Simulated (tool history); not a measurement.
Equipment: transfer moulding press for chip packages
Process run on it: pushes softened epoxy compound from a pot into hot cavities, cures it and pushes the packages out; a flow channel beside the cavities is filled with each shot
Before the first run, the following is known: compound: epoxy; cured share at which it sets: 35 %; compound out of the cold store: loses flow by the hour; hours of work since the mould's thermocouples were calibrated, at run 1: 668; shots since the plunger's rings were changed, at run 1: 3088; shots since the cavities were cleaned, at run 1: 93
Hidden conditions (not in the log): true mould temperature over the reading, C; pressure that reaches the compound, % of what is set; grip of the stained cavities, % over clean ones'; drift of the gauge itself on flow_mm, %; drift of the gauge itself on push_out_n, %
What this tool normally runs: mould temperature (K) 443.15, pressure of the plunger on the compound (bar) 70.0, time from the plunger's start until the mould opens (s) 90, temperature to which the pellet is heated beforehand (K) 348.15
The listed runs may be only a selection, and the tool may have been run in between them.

run,day,mould temperature (K),pressure of the plunger on the compound (bar),time from the plunger's start until the mould opens (s),temperature to which the pellet is heated beforehand (K),hours of work since the mould's thermocouples were calibrated,shots since the plunger's rings were changed,shots since the cavities were cleaned,incoming compound's hours out of the cold store,length that the compound runs in the flow channel (mm),greatest force on the pins that push the packages out (N)
1,0.000,443.15,70.0,90,348.15,668,3088,93,23.5,779,445
# day 1.292: cavities cleaned with cleaning compound and waxed
2,1.329,443.15,70.0,90,348.15,686,3421,10,26.8,767,422
3,1.888,443.15,70.0,90,348.15,695,3568,157,25.8,771,456
4,2.642,443.15,70.0,90,348.15,706,3766,355,37.0,735,496
# day 2.975: cavities cleaned with cleaning compound and waxed
5,3.612,443.15,70.0,90,348.15,719,4004,167,16.6,783,462
# day 4.642: cavities cleaned with cleaning compound and waxed
6,4.792,443.15,70.0,90,351.15,735,4299,40,26.8,752,418
# day 6.138: plunger's sealing rings changed
7,6.204,443.15,70.0,90,351.15,754,18,383,26.6,799,491
# day 6.429: cavities cleaned with cleaning compound and waxed
8,7.233,443.15,70.0,90,351.15,768,272,211,28.8,791,458
9,7.846,443.15,70.0,90,351.15,777,433,372,36.0,769,490
# day 8.096: mould's thermocouples calibrated
# day 8.158: cavities cleaned with cleaning compound and waxed
10,9.067,443.15,70.0,90,348.15,13,716,240,10.7,844,513
11,9.608,443.15,70.0,76,348.15,21,857,381,14.3,827,811
# day 9.833: cavities cleaned with cleaning compound and waxed
12,10.758,443.15,86.0,76,348.15,37,1144,243,22.8,893,728
# day 11.496: cavities cleaned with cleaning compound and waxed
13,12.004,443.15,70.0,90,344.15,54,1454,133,46.7,728,474
14,13.008,443.15,70.0,90,344.15,68,1718,397,31.5,769,533
# day 13.162: cavities cleaned with cleaning compound and waxed
15,13.658,443.15,70.0,119,358.15,77,1873,131,47.4,728,392
# day 14.833: cavities cleaned with cleaning compound and waxed
16,15.004,443.15,70.0,119,358.15,96,2210,44,43.9,726,356
17,16.200,443.15,59.8,98,348.15,113,2524,358,13.2,748,482
# day 16.529: cavities cleaned with cleaning compound and waxed
18,17.342,441.15,67.2,116,338.15,129,2808,214,39.5,730,409
# day 18.221: cavities cleaned with cleaning compound and waxed
19,18.283,441.15,67.2,116,338.15,141,3039,17,9.9,811,366
20,19.054,441.15,67.2,116,338.15,152,3242,220,30.3,744,412
# day 19.871: cavities cleaned with cleaning compound and waxed
21,19.967,439.15,67.2,116,338.15,165,3465,25,30.3,748,394
22,21.154,439.15,67.2,116,338.15,182,3777,337,10.4,801,462
# day 21.583: cavities cleaned with cleaning compound and waxed
23,22.192,439.15,68.5,116,340.15,196,4033,159,18.5,783,421
# day 23.267: cavities cleaned with cleaning compound and waxed
24,23.425,439.15,68.5,116,340.15,213,4341,41,35.5,734,393
25,24.204,439.15,68.5,116,340.15,224,4546,246,23.3,764,441
# day 24.596: plunger's sealing rings changed
# day 25.038: cavities cleaned with cleaning compound and waxed
26,25.254,450.15,60.5,125,354.15,237,157,57,36.9,699,366
27,26.300,443.15,55.9,90,348.15,252,432,332,47.1,664,507

The same runs without the tool's hidden state, with the same run-to-run variation:
run,length that the compound runs in the flow channel (mm),greatest force on the pins that push the packages out (N)
1,817,442
2,807,442
3,814,437
4,778,433
5,831,446
6,802,435
7,807,432
8,801,430
9,781,428
10,856,445
11,840,666
12,911,635
13,746,436
14,790,439
15,750,351
16,752,339
17,778,400
18,762,359
19,850,364
20,783,362
21,789,386
22,849,387
23,834,386
24,785,384
25,819,385
26,703,346
27,670,431
